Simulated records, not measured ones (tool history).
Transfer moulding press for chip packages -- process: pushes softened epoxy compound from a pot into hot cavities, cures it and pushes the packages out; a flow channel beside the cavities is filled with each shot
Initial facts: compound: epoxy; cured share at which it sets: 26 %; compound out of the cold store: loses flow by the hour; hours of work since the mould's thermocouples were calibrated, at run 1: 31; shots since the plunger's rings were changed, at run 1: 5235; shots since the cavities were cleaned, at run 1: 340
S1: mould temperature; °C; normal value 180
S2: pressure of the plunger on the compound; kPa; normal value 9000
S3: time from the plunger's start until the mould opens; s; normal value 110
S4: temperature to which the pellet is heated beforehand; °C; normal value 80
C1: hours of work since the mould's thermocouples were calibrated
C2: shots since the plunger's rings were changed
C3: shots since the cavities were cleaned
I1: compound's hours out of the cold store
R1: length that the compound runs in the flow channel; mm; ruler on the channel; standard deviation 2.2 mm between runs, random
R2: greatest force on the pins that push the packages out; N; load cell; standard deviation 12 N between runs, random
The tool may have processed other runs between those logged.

| run | hour | S1 | S2 | S3 | S4 | C1 | C2 | C3 | I1 | R1 | R2 |
|---|---|---|---|---|---|---|---|---|---|---|---|
| 1 | 0 | 180 | 9000 | 110 | 80 | 31 | 5235 | 340 | 29.2 | 880 | 821 |
| 2 | 10.6 | 180 | 9000 | 110 | 80 | 37 | 5338 | 443 | 26.5 | 892 | 826 |
| 3 | 19.1 | 180 | 9000 | 110 | 80 | 42 | 5420 | 525 | 36.2 | 862 | 906 |
| 4 | 26 | 180 | 9000 | 110 | 80 | 47 | 5487 | 592 | 29.4 | 878 | 895 |
| 5 | 31.7 | 180 | 9000 | 110 | 90 | 50 | 5543 | 648 | 22.2 | 900 | 904 |
|  | 37.4 | cavities cleaned with cleaning compound and waxed |
| 6 | 41.3 | 180 | 9000 | 110 | 75 | 55 | 5621 | 37 | 23.1 | 896 | 586 |
| 7 | 50.3 | 180 | 9000 | 110 | 80 | 61 | 5709 | 125 | 22.7 | 899 | 650 |
| 8 | 56.1 | 180 | 9000 | 91 | 80 | 64 | 5764 | 180 | 26.9 | 887 | 1045 |
| 9 | 63.2 | 180 | 9000 | 91 | 80 | 69 | 5834 | 250 | 15.6 | 921 | 1115 |
| 10 | 70.8 | 180 | 9000 | 91 | 85 | 73 | 5907 | 323 | 34.7 | 863 | 1027 |
| 11 | 77.4 | 180 | 9000 | 91 | 90 | 77 | 5971 | 387 | 25.2 | 883 | 1178 |
| 12 | 86.4 | 180 | 9000 | 91 | 90 | 83 | 6059 | 475 | 44.7 | 834 | 1155 |
| 13 | 93.2 | 180 | 9000 | 142 | 80 | 87 | 6124 | 540 | 20.2 | 904 | 654 |
| 14 | 102.7 | 180 | 9000 | 142 | 80 | 93 | 6217 | 633 | 46 | 832 | 696 |
| 15 | 108.1 | 180 | 9000 | 142 | 80 | 96 | 6269 | 685 | 11.9 | 929 | 722 |
|  | 110.1 | cavities cleaned with cleaning compound and waxed |
| 16 | 115.7 | 180 | 9840 | 110 | 83 | 100 | 6328 | 54 | 23.7 | 934 | 584 |
| 17 | 122.1 | 184 | 9840 | 110 | 83 | 104 | 6390 | 116 | 16.4 | 939 | 563 |
| 18 | 127.4 | 185 | 9840 | 108 | 84 | 107 | 6442 | 168 | 38.6 | 870 | 567 |
|  | 130 | mould's thermocouples calibrated |
| 19 | 139.3 | 175 | 7340 | 132 | 84 | 6 | 6538 | 264 | 15.5 | 840 | 726 |
| 20 | 145.2 | 172 | 10190 | 97 | 76 | 9 | 6595 | 321 | 20 | 988 | 1709 |
| 21 | 151.9 | 172 | 10190 | 97 | 76 | 13 | 6660 | 386 | 9.5 | 1022 | 1819 |
| 22 | 157.8 | 172 | 10190 | 97 | 76 | 17 | 6717 | 443 | 25.1 | 968 | 1785 |
|  | 166.7 | mould's thermocouples calibrated, once more |
| 23 | 170.4 | 186 | 9000 | 139 | 80 | 2 | 6820 | 546 | 25.5 | 869 | 648 |
|  | 179 | plunger's sealing rings changed |
| 24 | 181.9 | 186 | 9000 | 93 | 76 | 8 | 28 | 633 | 12.5 | 949 | 973 |
| 25 | 187.2 | 185 | 7350 | 92 | 78 | 11 | 80 | 685 | 19 | 843 | 1047 |
|  | 189.2 | cavities cleaned with cleaning compound and waxed |
| 26 | 198.9 | 185 | 7350 | 92 | 78 | 17 | 179 | 94 | 31.5 | 810 | 689 |
| 27 | 209.4 | 185 | 7350 | 92 | 78 | 24 | 281 | 196 | 34.5 | 799 | 750 |
| 28 | 217.1 | 175 | 9150 | 102 | 88 | 28 | 355 | 270 | 47.8 | 877 | 1117 |
| 29 | 227.5 | 175 | 9150 | 102 | 88 | 35 | 456 | 371 | 33.8 | 919 | 1270 |

Forecast each of these 4 alternatives for the next run:
| A | 236.8 | 178 | 9150 | 102 | 73 | 40 | 546 | 461 | 24.7 | ? | ? |
| B | 236.8 | 181 | 9150 | 102 | 88 | 40 | 546 | 461 | 12.1 | ? | ? |
| C | 236.8 | 175 | 8000 | 102 | 73 | 40 | 546 | 461 | 19.1 | ? | ? |
| D | 236.8 | 177 | 9470 | 110 | 80 | 40 | 546 | 461 | 34.1 | ? | ? |

| run | R1 | R2 |
|---|---|---|
| A | 941 | 1185 |
| B | 973 | 965 |
| C | 907 | 1458 |
| D | 931 | 1013 |
With the hidden condition removed and each run's random variation left untouched, the same runs would have given:
| run | R1 | R2 |
|---|---|---|
| A | 946 | 721 |
| B | 977 | 586 |
| C | 911 | 884 |
| D | 935 | 617 |
